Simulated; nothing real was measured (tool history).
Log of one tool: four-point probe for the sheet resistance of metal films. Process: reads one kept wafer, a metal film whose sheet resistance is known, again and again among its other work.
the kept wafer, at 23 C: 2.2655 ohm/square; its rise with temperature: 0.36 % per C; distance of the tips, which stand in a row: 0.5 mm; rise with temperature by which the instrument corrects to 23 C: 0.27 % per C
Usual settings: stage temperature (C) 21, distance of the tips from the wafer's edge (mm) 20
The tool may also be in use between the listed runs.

run,day,stage temperature (C),distance of the tips from the wafer's edge (mm),sheet resistance as the instrument gives it (ohm/square)
1,0,21,20,2.283519
2,0.617,30,20,2.303707
3,1.133,21,38,2.283943
4,1.454,21,38,2.282907
5,1.933,21,38,2.283023
6,2.483,20,20,2.280966
7,2.812,21,20,2.284431
8,3.188,21,20,2.284301
9,3.508,21,16,2.284451
# day 3.567: stage's thermometer calibrated
10,4.029,21,20,2.284473
11,4.358,21,20,2.284574
12,4.858,18,40,2.278308
13,5.262,18,40,2.277847
14,5.908,21,39,2.284677
15,6.325,23,22,2.291349
# day 6.596: stage's thermometer calibrated, once more
16,6.838,24,62,2.289971
17,7.271,24,60,2.290542
18,7.833,20,38,2.281045
19,8.283,24,13,2.292441
20,8.946,18,15,2.278619
21,9.383,21,63,2.28353

Alternative continuations, all from the tool just after run 21; predict every row:
A,9.692,21,18,?
B,9.692,25,20,?
C,9.692,28,20,?

run,sheet resistance as the instrument gives it (ohm/square)
A,2.285742
B,2.293721
C,2.300183
With no hidden state in the tool, these same runs would have given:
run,sheet resistance as the instrument gives it (ohm/square)
A,2.262432
B,2.270328
C,2.276723

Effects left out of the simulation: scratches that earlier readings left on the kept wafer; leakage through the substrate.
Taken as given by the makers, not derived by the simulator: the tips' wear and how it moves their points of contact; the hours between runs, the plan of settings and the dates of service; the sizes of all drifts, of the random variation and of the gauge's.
